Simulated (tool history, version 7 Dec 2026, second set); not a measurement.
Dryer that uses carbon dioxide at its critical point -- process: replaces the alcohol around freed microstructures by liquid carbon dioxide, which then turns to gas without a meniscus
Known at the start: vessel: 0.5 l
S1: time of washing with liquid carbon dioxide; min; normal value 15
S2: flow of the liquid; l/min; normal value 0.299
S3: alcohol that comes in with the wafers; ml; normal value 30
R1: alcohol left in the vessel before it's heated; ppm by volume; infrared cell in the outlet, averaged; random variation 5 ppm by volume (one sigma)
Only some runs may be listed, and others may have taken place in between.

{"run": 1, "hour": 0.0, "S1": 15, "S2": 0.299, "S3": 30, "R1": 87}
{"run": 2, "hour": 10.0, "S1": 15, "S2": 0.299, "S3": 30, "R1": 90}
{"run": 3, "hour": 23.0, "S1": 15, "S2": 0.299, "S3": 30, "R1": 94}
{"run": 4, "hour": 34.3, "S1": 15, "S2": 0.299, "S3": 30, "R1": 100}
{"run": 5, "hour": 45.9, "S1": 15, "S2": 0.299, "S3": 30, "R1": 95}
{"run": 6, "hour": 56.8, "S1": 15, "S2": 0.299, "S3": 30, "R1": 103}
{"run": 7, "hour": 63.1, "S1": 13, "S2": 0.299, "S3": 30, "R1": 170}
{"run": 8, "hour": 78.4, "S1": 13, "S2": 0.299, "S3": 30, "R1": 168}
{"run": 9, "hour": 87.5, "S1": 15, "S2": 0.299, "S3": 30, "R1": 112}
{"run": 10, "hour": 96.5, "S1": 15, "S2": 0.299, "S3": 30, "R1": 114}
{"run": 11, "hour": 110.7, "S1": 15, "S2": 0.299, "S3": 30, "R1": 116}
{"run": 12, "hour": 122.9, "S1": 15, "S2": 0.299, "S3": 30, "R1": 108}
{"run": 13, "hour": 132.1, "S1": 15, "S2": 0.299, "S3": 30, "R1": 123}
{"run": 14, "hour": 147.4, "S1": 17, "S2": 0.299, "S3": 30, "R1": 91}
{"run": 15, "hour": 157.0, "S1": 17, "S2": 0.299, "S3": 30, "R1": 98}
{"run": 16, "hour": 169.9, "S1": 17, "S2": 0.299, "S3": 30, "R1": 98}
{"run": 17, "hour": 182.4, "S1": 17, "S2": 0.299, "S3": 30, "R1": 94}
{"run": 18, "hour": 196.6, "S1": 15, "S2": 0.186, "S3": 30, "R1": 737}
{"run": 19, "hour": 209.9, "S1": 12, "S2": 0.299, "S3": 30, "R1": 280}
{"run": 20, "hour": 221.1, "S1": 12, "S2": 0.299, "S3": 120, "R1": 878}
{"run": 21, "hour": 234.8, "S1": 17, "S2": 0.299, "S3": 30, "R1": 98}
{"run": 22, "hour": 243.4, "S1": 15, "S2": 0.36, "S3": 30, "R1": 98}
{"run": 23, "hour": 255.4, "S1": 15, "S2": 0.36, "S3": 30, "R1": 108}
{"run": 24, "hour": 262.0, "S1": 14, "S2": 0.36, "S3": 31, "R1": 102}
{"run": 25, "hour": 273.4, "S1": 12, "S2": 0.263, "S3": 30, "R1": 483}
{"run": 26, "hour": 281.6, "S1": 12, "S2": 0.268, "S3": 30, "R1": 472}
{"run": 27, "hour": 291.0, "S1": 12, "S2": 0.268, "S3": 30, "R1": 446}
{"run": 28, "hour": 300.6, "S1": 15, "S2": 0.479, "S3": 30, "R1": 101}
{"run": 29, "hour": 312.3, "S1": 15, "S2": 0.479, "S3": 30, "R1": 101}
{"run": 30, "hour": 323.3, "S1": 17, "S2": 0.205, "S3": 55, "R1": 514}
{"run": 31, "hour": 338.0, "S1": 17, "S2": 0.205, "S3": 55, "R1": 521}
{"run": 32, "hour": 344.2, "S1": 13, "S2": 0.222, "S3": 23, "R1": 576}
{"run": 33, "hour": 358.9, "S1": 24, "S2": 0.467, "S3": 27, "R1": 113}
{"run": 34, "hour": 365.6, "S1": 9, "S2": 0.219, "S3": 27, "R1": 2553}
{"run": 35, "hour": 377.0, "S1": 10, "S2": 0.25, "S3": 50, "R1": 2068}
{"run": 36, "hour": 387.5, "S1": 10, "S2": 0.42, "S3": 50, "R1": 250}
{"run": 37, "hour": 395.4, "S1": 10, "S2": 0.42, "S3": 50, "R1": 258}
{"run": 38, "hour": 407.9, "S1": 10, "S2": 0.42, "S3": 50, "R1": 257}
{"run": 39, "hour": 419.4, "S1": 17, "S2": 0.247, "S3": 37, "R1": 225}
{"run": 40, "hour": 434.2, "S1": 17, "S2": 0.247, "S3": 37, "R1": 221}
{"run": 41, "hour": 443.4, "S1": 15, "S2": 0.212, "S3": 30, "R1": 518}
{"run": 42, "hour": 451.8, "S1": 15, "S2": 0.212, "S3": 30, "R1": 528}
{"run": 43, "hour": 466.9, "S1": 15, "S2": 0.212, "S3": 30, "R1": 526}
{"run": 44, "hour": 476.7, "S1": 15, "S2": 0.429, "S3": 25, "R1": 119}
{"run": 45, "hour": 483.6, "S1": 17, "S2": 0.379, "S3": 91, "R1": 136}
{"run": 46, "hour": 493.0, "S1": 17, "S2": 0.333, "S3": 36, "R1": 143}

Hidden state or all else? Some run-to-run changes of R1, split into what the settings, what came in and random variation would give without the hidden state, and what is left for the hidden state (with any gauge scatter that isn't in both results):
The tool's hidden condition here consists of: flow that reaches the vessel past the clogged filter, %; alcohol in the recycled carbon dioxide, ppm; drift of the gauge itself on alcohol_ppm, %.
Run 20 -> 21: S1 12 -> 17, S3 120 -> 30. R1 -780 ppm by volume: hidden state -108, all else -672.
Run 33 -> 34: S1 24 -> 9, S2 0.467 -> 0.219. R1 +2440 ppm by volume: hidden state +294, all else +2146.
Run 35 -> 36: S2 0.250 -> 0.420. R1 -1818 ppm by volume: hidden state -262, all else -1556.

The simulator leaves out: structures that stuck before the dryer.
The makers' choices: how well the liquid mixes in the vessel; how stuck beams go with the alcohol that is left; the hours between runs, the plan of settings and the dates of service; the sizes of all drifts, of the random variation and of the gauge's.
